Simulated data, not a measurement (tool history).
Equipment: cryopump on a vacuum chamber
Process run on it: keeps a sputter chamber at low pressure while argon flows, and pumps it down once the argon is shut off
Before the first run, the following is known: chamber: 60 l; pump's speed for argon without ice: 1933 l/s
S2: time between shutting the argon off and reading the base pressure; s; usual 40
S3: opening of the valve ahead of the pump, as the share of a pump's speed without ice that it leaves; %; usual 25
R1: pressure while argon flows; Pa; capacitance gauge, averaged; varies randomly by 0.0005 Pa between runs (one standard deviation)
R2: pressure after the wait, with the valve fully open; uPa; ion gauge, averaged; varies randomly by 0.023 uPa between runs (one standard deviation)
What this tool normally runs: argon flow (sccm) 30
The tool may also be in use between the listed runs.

Run 1, hour 0: usual settings. Result: R1 0.1082 Pa, R2 1.34 uPa.
Run 2, hour 70.7: usual settings. Result: R1 0.1081 Pa, R2 1.35 uPa.
Run 3, hour 160.1: usual settings. Result: R1 0.1093 Pa, R2 1.4 uPa.
Run 4, hour 218: usual settings but argon flow (sccm) 45. Result: R1 0.1648 Pa, R2 1.4 uPa.
Run 5, hour 290.3: usual settings. Result: R1 0.1103 Pa, R2 1.42 uPa.
Run 6, hour 393.4: usual settings. Result: R1 0.1113 Pa, R2 1.49 uPa.
At hour 450.6: pump warmed up, emptied and cooled again.
Run 7, hour 460.2: usual settings. Result: R1 0.105 Pa, R2 1.32 uPa.
Run 8, hour 532.1: usual settings. Result: R1 0.1056 Pa, R2 1.34 uPa.
Run 9, hour 586.5: usual settings but argon flow (sccm) 31. Result: R1 0.1104 Pa, R2 1.36 uPa.
Run 10, hour 676.4: usual settings. Result: R1 0.1073 Pa, R2 1.4 uPa.
At hour 724.4: leaking fittings of the chamber tightened, without venting.
Run 11, hour 790.6: usual settings. Result: R1 0.1078 Pa, R2 0.87 uPa.
Run 12, hour 867.3: usual settings. Result: R1 0.1081 Pa, R2 0.84 uPa.
Run 13, hour 931.9: usual settings. Result: R1 0.1097 Pa, R2 0.88 uPa.
Run 14, hour 996.7: usual settings. Result: R1 0.1098 Pa, R2 0.9 uPa.
Run 15, hour 1092.7: usual settings but argon flow (sccm) 55. Result: R1 0.2026 Pa, R2 0.89 uPa.
At hour 1183: pump warmed up, emptied and cooled again.
Run 16, hour 1185.4: usual settings but S2 24 s. Result: R1 0.1045 Pa, R2 1.35 uPa.
Run 17, hour 1235.2: usual settings. Result: R1 0.1062 Pa, R2 0.92 uPa.
Run 18, hour 1335.1: usual settings. Result: R1 0.1068 Pa, R2 0.92 uPa.
Run 19, hour 1412.8: usual settings but argon flow (sccm) 46, S2 25 s, S3 57 %. Result: R1 0.0735 Pa, R2 1.28 uPa.
Run 20, hour 1497.7: usual settings but argon flow (sccm) 14, S2 137 s, S3 40 %. Result: R1 0.0315 Pa, R2 0.51 uPa.
Run 21, hour 1545.3: usual settings but argon flow (sccm) 14, S2 137 s, S3 40 %. Result: R1 0.0327 Pa, R2 0.48 uPa.
Run 22, hour 1651.3: usual settings but argon flow (sccm) 14, S2 137 s, S3 20 %. Result: R1 0.0628 Pa, R2 0.51 uPa.
Run 23, hour 1722.3: usual settings but argon flow (sccm) 20, S3 52 %. Result: R1 0.0372 Pa, R2 1.02 uPa.
Run 24, hour 1769.9: usual settings but S2 30 s, S3 19 %. Result: R1 0.1439 Pa, R2 1.25 uPa.
Run 25, hour 1818.6: usual settings but S2 30 s, S3 19 %. Result: R1 0.1442 Pa, R2 1.3 uPa.
At hour 1912.9: pump warmed up, emptied and cooled again.
Run 26, hour 1933.2: usual settings but argon flow (sccm) 31, S3 35 %. Result: R1 0.0779 Pa, R2 1 uPa.
Run 27, hour 2041.3: usual settings but argon flow (sccm) 28, S2 58 s, S3 26 %. Result: R1 0.096 Pa, R2 0.85 uPa.
Run 28, hour 2112.1: usual settings but argon flow (sccm) 24, S2 58 s, S3 30 %. Result: R1 0.0715 Pa, R2 0.82 uPa.
Run 29, hour 2157.9: usual settings but argon flow (sccm) 35, S2 92 s. Result: R1 0.1257 Pa, R2 0.7 uPa.
Run 30, hour 2232.6: usual settings but argon flow (sccm) 35, S2 92 s. Result: R1 0.1268 Pa, R2 0.75 uPa.
Run 31, hour 2333.6: usual settings but argon flow (sccm) 60, S2 189 s, S3 41 %. Result: R1 0.1361 Pa, R2 0.58 uPa.
Run 32, hour 2439.6: usual settings but argon flow (sccm) 37, S2 148 s, S3 39 %. Result: R1 0.0894 Pa, R2 0.69 uPa.
Run 33, hour 2501.7: usual settings but argon flow (sccm) 26, S2 148 s, S3 39 %. Result: R1 0.0637 Pa, R2 0.67 uPa.
Run 34, hour 2578.3: usual settings but argon flow (sccm) 26, S2 148 s, S3 39 %. Result: R1 0.0637 Pa, R2 0.72 uPa.

What if the next run were any one of these 3? Each begins from the tool's condition after run 34:
At hour 2637.2: pump warmed up, emptied and cooled again.
Run A, hour 2664.7: usual settings but argon flow (sccm) 18, S2 21 s, S3 39 %. Result: R1 ?, R2 ?.
At hour 2637.2: pump warmed up, emptied and cooled again.
Run B, hour 2664.7: usual settings but argon flow (sccm) 46. Result: R1 ?, R2 ?.
At hour 2637.2: pump warmed up, emptied and cooled again.
Run C, hour 2664.7: usual settings but argon flow (sccm) 26, S2 35 s, S3 45 %. Result: R1 ?, R2 ?.

run      R1    R2
  A   0.041  1.63
  B  0.1609  1.12
  C  0.0512  1.18
With the hidden condition removed and each run's random variation left untouched, the same runs would have given:
run      R1    R2
  A  0.0405  1.33
  B  0.1595  0.81
  C  0.0505  0.87
